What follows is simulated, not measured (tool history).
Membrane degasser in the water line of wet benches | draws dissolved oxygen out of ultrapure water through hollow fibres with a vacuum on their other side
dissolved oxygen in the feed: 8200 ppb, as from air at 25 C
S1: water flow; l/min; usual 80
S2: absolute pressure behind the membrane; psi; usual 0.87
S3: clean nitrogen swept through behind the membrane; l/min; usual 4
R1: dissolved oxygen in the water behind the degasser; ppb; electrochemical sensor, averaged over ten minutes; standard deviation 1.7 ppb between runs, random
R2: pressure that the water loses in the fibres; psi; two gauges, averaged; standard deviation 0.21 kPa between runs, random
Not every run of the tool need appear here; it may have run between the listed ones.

run 1 day=0 | S1=80 S2=0.87 S3=4 | R1=165.3 R2=7.065
run 2 day=5.325 | S1=80 S2=0.87 S3=4 | R1=169.3 R2=7.073
run 3 day=8.858 | S1=80 S2=0.87 S3=10.44 | R1=95.2 R2=7.066
run 4 day=16.262 | S1=80 S2=0.87 S3=10.44 | R1=95.8 R2=7.1
run 5 day=20.358 | S1=80 S2=0.87 S3=4 | R1=166.5 R2=7.072
run 6 day=23.796 | S1=80 S2=0.87 S3=4 | R1=165 R2=7.015
run 7 day=29.35 | S1=80 S2=0.87 S3=4 | R1=164.3 R2=7.073
run 8 day=32.912 | S1=80 S2=1.06 S3=4 | R1=222.7 R2=7.053
run 9 day=37.267 | S1=80 S2=1.79 S3=4.09 | R1=418.1 R2=7.036
run 10 day=44.625 | S1=103 S2=1.002 S3=4.09 | R1=300.5 R2=9.097
run 11 day=48.283 | S1=53 S2=0.759 S3=4.09 | R1=66.5 R2=4.654
run 12 day=55.479 | S1=102 S2=1.12 S3=5.05 | R1=302.7 R2=8.955
run 13 day=60.421 | S1=122 S2=0.87 S3=5.78 | R1=302.1 R2=10.685

Same runs, no hidden state in the tool, same run-to-run variation:
Unlogged tool condition in this case: membrane still open, %; true pressure behind the membrane over the reading, kPa; air that leaks in behind the membrane, l/min; drift of the gauge itself on oxygen_ppb, %; drift of the gauge itself on loss_of_pressure_kpa, %.
run=1 R2=7.063
run=2 R2=7.075
run=3 R2=7.071
run=4 R2=7.111
run=5 R2=7.087
run=6 R2=7.033
run=7 R2=7.095
run=8 R2=7.076
run=9 R2=7.063
run=10 R2=9.14
run=11 R2=4.677
run=12 R2=9.008
run=13 R2=10.755
For R1, the value without the hidden state is never more than 0.4 ppb from the measured value.
